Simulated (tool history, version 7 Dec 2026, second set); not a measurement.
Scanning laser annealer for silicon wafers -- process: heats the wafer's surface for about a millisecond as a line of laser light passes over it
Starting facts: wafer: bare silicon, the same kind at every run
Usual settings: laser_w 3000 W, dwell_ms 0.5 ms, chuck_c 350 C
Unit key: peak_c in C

run	hour	laser_w	dwell_ms	chuck_c	peak_c
1	0	3000	0.5	350	1042
2	18.4	3000	0.5	350	1039
3	38.8	3032	0.5	350	1050
4	55.1	3000	0.5	350	1038
5	73.5	3000	0.5	350	1037
6	94.6	3000	0.5	350	1039
7	103.5	3000	0.5	343	1033
8	117.3	3000	0.5	343	1033
9	136.2	2904	0.5	350	1017
10	154.6	2904	0.5	350	1015
11	170.5	2678	0.5	350	965
12	184.7	2678	0.5	350	962
13	198	2678	0.5	350	965
14	209.1	2678	0.5	350	963
15	227.1	3000	0.5	350	1040
16	248.5	3000	0.5	350	1035
17	257.6	3000	0.5	350	1037
18	277.2	3000	0.5	350	1035
19	292.7	3000	0.57	350	1084
20	311.6	3000	0.57	350	1084
21	326.2	3000	0.452	335	985
22	336.7	3000	0.452	335	985
23	353.7	3000	0.452	335	983
24	370.3	3000	0.61	330	1091
25	389.8	3000	0.608	337	1098
26	406.4	2629	0.548	320	946
27	426.3	2629	0.407	320	856
28	439.3	2629	0.407	347	884
29	450	3280	0.422	353	1033
30	466	3280	0.422	353	1029
31	483.1	3009	0.5	315	999
32	493.1	3295	0.5	315	1062
33	510.5	3295	0.5	315	1061
34	526.2	3295	0.5	315	1062
35	537.2	2759	0.5	364	990

The next listed run, before its measurement:
36	558.9	3206	0.584	350	?

peak_c: 1136 C
On a tool with no hidden condition, and with the same random variation, this run would have come out at peak_c 1183 C.
